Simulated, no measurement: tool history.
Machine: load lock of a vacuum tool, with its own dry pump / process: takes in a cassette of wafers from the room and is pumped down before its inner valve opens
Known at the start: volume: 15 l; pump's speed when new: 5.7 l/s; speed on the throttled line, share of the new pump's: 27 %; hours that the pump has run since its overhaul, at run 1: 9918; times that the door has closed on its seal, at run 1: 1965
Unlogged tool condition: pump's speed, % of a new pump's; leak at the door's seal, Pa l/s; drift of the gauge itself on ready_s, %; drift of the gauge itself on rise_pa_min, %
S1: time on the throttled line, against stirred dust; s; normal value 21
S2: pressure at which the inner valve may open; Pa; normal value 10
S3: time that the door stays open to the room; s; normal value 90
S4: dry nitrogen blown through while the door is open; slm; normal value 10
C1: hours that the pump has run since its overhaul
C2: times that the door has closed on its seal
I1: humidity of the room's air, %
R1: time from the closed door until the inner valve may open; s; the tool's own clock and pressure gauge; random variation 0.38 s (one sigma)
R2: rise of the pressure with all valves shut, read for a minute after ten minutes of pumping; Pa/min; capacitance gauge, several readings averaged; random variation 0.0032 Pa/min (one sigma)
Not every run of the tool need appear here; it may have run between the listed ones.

Run 1, hour 0: usual settings; C1 9918; C2 1965; I1 43.2. Result: R1 40.1 s, R2 0.11 Pa/min.
Run 2, hour 84.2: usual settings but S3 103 s; C1 10002; C2 2054; I1 44.6. Result: R1 39.6 s, R2 0.121 Pa/min.
Run 3, hour 141.4: usual settings but S1 32 s; C1 10059; C2 2114; I1 48.3. Result: R1 47.4 s, R2 0.128 Pa/min.
Run 4, hour 233.7: usual settings but S1 11 s; C1 10151; C2 2211; I1 45.2. Result: R1 32.3 s, R2 0.114 Pa/min.
Run 5, hour 338.7: usual settings; C1 10256; C2 2322; I1 40.9. Result: R1 39.7 s, R2 0.108 Pa/min.
Run 6, hour 389.4: usual settings; C1 10307; C2 2376; I1 45.3. Result: R1 39.8 s, R2 0.116 Pa/min.
Run 7, hour 448.7: usual settings; C1 10366; C2 2439; I1 43.1. Result: R1 40 s, R2 0.111 Pa/min.
Run 8, hour 550.6: usual settings; C1 10468; C2 2546; I1 44.8. Result: R1 39.8 s, R2 0.113 Pa/min.
Run 9, hour 634: usual settings; C1 10552; C2 2634; I1 44.5. Result: R1 40.1 s, R2 0.109 Pa/min.
Run 10, hour 754.9: usual settings; C1 10672; C2 2762; I1 44.2. Result: R1 39.8 s, R2 0.111 Pa/min.
Run 11, hour 811.6: usual settings; C1 10729; C2 2822; I1 47.3. Result: R1 39.6 s, R2 0.123 Pa/min.
Run 12, hour 871.9: usual settings but S3 163 s; C1 10790; C2 2885; I1 43.4. Result: R1 39.9 s, R2 0.145 Pa/min.
Run 13, hour 965.4: usual settings but S2 11 Pa; C1 10883; C2 2984; I1 44.6. Result: R1 39.3 s, R2 0.112 Pa/min.
Run 14, hour 1075.3: usual settings but S3 29 s; C1 10993; C2 3100; I1 47.1. Result: R1 39.3 s, R2 0.081 Pa/min.
Run 15, hour 1189.7: usual settings but S2 9 Pa; C1 11107; C2 3221; I1 46.6. Result: R1 40.4 s, R2 0.117 Pa/min.
Run 16, hour 1270.2: usual settings but S2 9 Pa; C1 11188; C2 3306; I1 44.4. Result: R1 39.8 s, R2 0.112 Pa/min.
Run 17, hour 1339.6: usual settings but S2 9 Pa; C1 11257; C2 3379; I1 45.4. Result: R1 40.5 s, R2 0.118 Pa/min.
Run 18, hour 1403.8: usual settings; C1 11321; C2 3447; I1 44.3. Result: R1 39.2 s, R2 0.119 Pa/min.
Run 19, hour 1467.5: usual settings; C1 11385; C2 3514; I1 45.4. Result: R1 40.1 s, R2 0.12 Pa/min.
Run 20, hour 1543.2: usual settings; C1 11461; C2 3594; I1 44.3. Result: R1 39.7 s, R2 0.117 Pa/min.
Run 21, hour 1596.5: usual settings but S2 17 Pa, S3 162 s, S4 32 slm; C1 11514; C2 3650; I1 46.6. Result: R1 38.1 s, R2 0.108 Pa/min.
At hour 1698.7: dry pump taken out, an overhauled one fitted.
Run 22, hour 1725.7: usual settings but S2 17 Pa, S3 162 s, S4 32 slm; C1 27; C2 3780; I1 44.7. Result: R1 38.7 s, R2 0.103 Pa/min.
Run 23, hour 1817.7: usual settings but S2 17 Pa, S3 162 s, S4 32 slm; C1 119; C2 3877; I1 44.2. Result: R1 37.4 s, R2 0.097 Pa/min.
Run 24, hour 1927.6: usual settings but S3 115 s, S4 28 slm; C1 229; C2 3994; I1 41.7. Result: R1 40.1 s, R2 0.088 Pa/min.
Run 25, hour 2030.9: usual settings but S3 115 s, S4 28 slm; C1 332; C2 4103; I1 41.2. Result: R1 39.5 s, R2 0.085 Pa/min.
Run 26, hour 2094.6: usual settings but S3 115 s, S4 28 slm; C1 396; C2 4170; I1 46.7. Result: R1 39.8 s, R2 0.094 Pa/min.
Run 27, hour 2153.7: usual settings but S3 115 s, S4 28 slm; C1 455; C2 4232; I1 47.9. Result: R1 39.9 s, R2 0.096 Pa/min.
Run 28, hour 2219: usual settings but S1 16 s, S3 43 s; C1 520; C2 4301; I1 47.6. Result: R1 36.5 s, R2 0.092 Pa/min.
Run 29, hour 2297: usual settings but S1 16 s, S3 43 s; C1 598; C2 4383; I1 50. Result: R1 36.4 s, R2 0.091 Pa/min.
Run 30, hour 2412.1: usual settings but S1 34 s, S3 43 s; C1 713; C2 4505; I1 45.9. Result: R1 48.8 s, R2 0.081 Pa/min.
Run 31, hour 2463.9: usual settings but S1 34 s, S3 43 s; C1 765; C2 4560; I1 43.3. Result: R1 49.1 s, R2 0.081 Pa/min.
Run 32, hour 2516: usual settings but S1 26 s, S3 77 s; C1 817; C2 4615; I1 44. Result: R1 43.6 s, R2 0.106 Pa/min.
Run 33, hour 2624.6: usual settings but S1 26 s, S3 107 s, S4 8 slm; C1 926; C2 4729; I1 46.2. Result: R1 43.1 s, R2 0.136 Pa/min.
Run 34, hour 2714.4: usual settings but S1 22 s, S2 13 Pa, S3 67 s, S4 5 slm; C1 1016; C2 4824; I1 45.9. Result: R1 39.5 s, R2 0.111 Pa/min.
Run 35, hour 2808.2: usual settings but S1 22 s, S3 67 s, S4 5 slm; C1 1110; C2 4923; I1 44.5. Result: R1 40.3 s, R2 0.112 Pa/min.
Run 36, hour 2924.8: usual settings but S1 42 s, S3 73 s; C1 1226; C2 5046; I1 41.2. Result: R1 55.4 s, R2 0.103 Pa/min.
Run 37, hour 3030.4: usual settings but S1 42 s, S2 14 Pa, S3 211 s; C1 1332; C2 5158; I1 43.3. Result: R1 53.9 s, R2 0.168 Pa/min.

Each row is a separate what-if for the run after 37, all from the same tool condition, not one after another. Results?
Run A, hour 3097.2: usual settings but S1 25 s, S2 14 Pa, S3 211 s; C1 1398; C2 5228; I1 47.3. Result: R1 ?, R2 ?.
Run B, hour 3097.2: usual settings but S1 24 s, S2 14 Pa, S3 121 s, S4 43 slm; C1 1398; C2 5228; I1 45.3. Result: R1 ?, R2 ?.
Run C, hour 3097.2: usual settings but S3 132 s; C1 1398; C2 5228; I1 44.5. Result: R1 ?, R2 ?.
Run D, hour 3097.2: usual settings but S1 42 s, S2 17 Pa, S3 99 s, S4 5 slm; C1 1398; C2 5228; I1 41. Result: R1 ?, R2 ?.

run    R1     R2
  A    42  0.171
  B  41.1  0.076
  C  40.2  0.135
  D  53.9  0.123
Had the tool no hidden state, the same runs would have come out as:
run    R1     R2
  A    42  0.171
  B  41.1  0.076
  C  40.2  0.135
  D  53.9  0.123
